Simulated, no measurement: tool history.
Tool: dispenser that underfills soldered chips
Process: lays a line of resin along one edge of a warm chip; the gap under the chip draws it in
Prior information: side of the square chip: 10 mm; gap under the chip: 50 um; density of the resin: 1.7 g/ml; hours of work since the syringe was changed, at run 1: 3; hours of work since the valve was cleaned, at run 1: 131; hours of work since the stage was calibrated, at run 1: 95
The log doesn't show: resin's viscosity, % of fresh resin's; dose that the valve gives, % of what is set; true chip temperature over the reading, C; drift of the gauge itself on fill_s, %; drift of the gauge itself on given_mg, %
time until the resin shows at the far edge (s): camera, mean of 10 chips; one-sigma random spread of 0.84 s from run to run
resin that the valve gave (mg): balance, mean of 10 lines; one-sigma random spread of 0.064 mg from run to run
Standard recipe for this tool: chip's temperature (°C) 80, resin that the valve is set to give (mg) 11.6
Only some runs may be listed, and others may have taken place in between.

run,hour,chip's temperature (°C),resin that the valve is set to give (mg),hours of work since the syringe was changed,hours of work since the valve was cleaned,hours of work since the stage was calibrated,time until the resin shows at the far edge (s),resin that the valve gave (mg)
1,0.0,80,11.6,3,131,95,98.0,10.97
# hour 2.1: dispensing valve cleaned and set on the balance
2,9.2,80,11.4,10,5,101,139.7,11.36
# hour 12.3: new syringe of resin
3,13.6,80,11.4,1,8,104,85.5,11.37
4,19.4,80,11.4,5,13,108,109.8,11.38
5,23.4,80,11.4,8,16,111,127.0,11.33
# hour 28.2: new syringe of resin
6,30.4,80,11.6,2,21,116,89.9,11.56
7,37.6,80,11.6,7,26,122,121.1,11.38
# hour 43.8: new syringe of resin
8,43.8,80,11.6,0,31,126,79.9,11.55
9,52.0,80,11.6,6,37,132,111.9,11.41
# hour 59.7: new syringe of resin
10,60.3,80,11.6,0,43,138,83.7,11.36
11,66.1,80,11.6,5,47,143,104.9,11.45
12,74.4,80,11.6,11,53,149,146.8,11.35
# hour 75.6: new syringe of resin
13,82.5,80,11.6,5,59,155,108.3,11.34
14,90.8,80,11.6,11,66,161,152.9,11.24
# hour 91.6: new syringe of resin
15,98.5,88,11.6,5,71,166,75.9,11.32
16,103.4,88,11.6,9,75,170,91.3,11.27
# hour 107.8: new syringe of resin
17,109.7,88,11.6,1,79,175,61.7,11.22
18,115.3,80,11.4,6,83,179,113.4,11.09
19,122.7,80,11.4,11,89,184,150.8,10.98
# hour 123.5: new syringe of resin
20,129.5,81,12.3,5,94,189,104.0,11.89
21,137.3,69,13.0,10,100,195,254.2,12.62
# hour 139.3: new syringe of resin
22,143.0,93,13.1,3,104,199,51.3,12.45
23,147.3,78,13.7,6,107,202,122.9,13.10
# hour 154.9: new syringe of resin
24,155.4,67,14.8,0,113,208,154.7,14.14
25,161.4,67,14.8,5,118,213,194.6,14.24
26,168.5,68,10.8,10,123,218,269.6,10.32
# hour 170.6: new syringe of resin
27,176.4,76,11.6,4,129,224,128.9,11.00
# hour 181.6: dispensing valve cleaned and set on the balance
28,184.4,89,14.8,10,2,229,90.5,14.73
# hour 187.4: new syringe of resin
29,191.4,74,10.8,3,7,234,132.4,10.85
30,198.8,74,10.8,9,13,240,178.1,10.75
# hour 203.2: new syringe of resin
31,206.4,74,12.2,2,18,245,128.9,12.11
32,211.8,72,14.1,6,22,249,169.7,13.91
33,215.7,91,14.8,9,25,252,83.0,14.59
# hour 218.8: new syringe of resin
34,222.1,89,12.4,3,30,257,63.5,12.11
35,229.0,75,10.1,8,35,262,170.0,9.95
# hour 234.5: new syringe of resin
36,234.5,75,10.1,0,39,266,114.5,9.89

Same runs, no hidden state in the tool, same run-to-run variation:
run,time until the resin shows at the far edge (s),resin that the valve gave (mg)
1,77.6,11.57
2,80.3,11.37
3,78.1,11.39
4,78.7,11.43
5,77.5,11.38
6,79.0,11.64
7,79.0,11.49
8,78.3,11.68
9,78.4,11.56
10,78.9,11.53
11,77.8,11.65
12,77.2,11.57
13,78.4,11.59
14,78.8,11.52
15,54.4,11.62
16,53.5,11.59
17,54.6,11.56
18,80.0,11.45
19,78.1,11.36
20,74.5,12.31
21,131.5,13.10
22,42.1,12.96
23,84.3,13.64
24,141.7,14.77
25,139.4,14.90
26,142.7,10.82
27,93.8,11.56
28,50.3,14.76
29,106.3,10.89
30,105.3,10.82
31,104.3,12.21
32,110.1,14.04
33,46.5,14.75
34,51.2,12.26
35,102.6,10.10
36,104.1,10.06
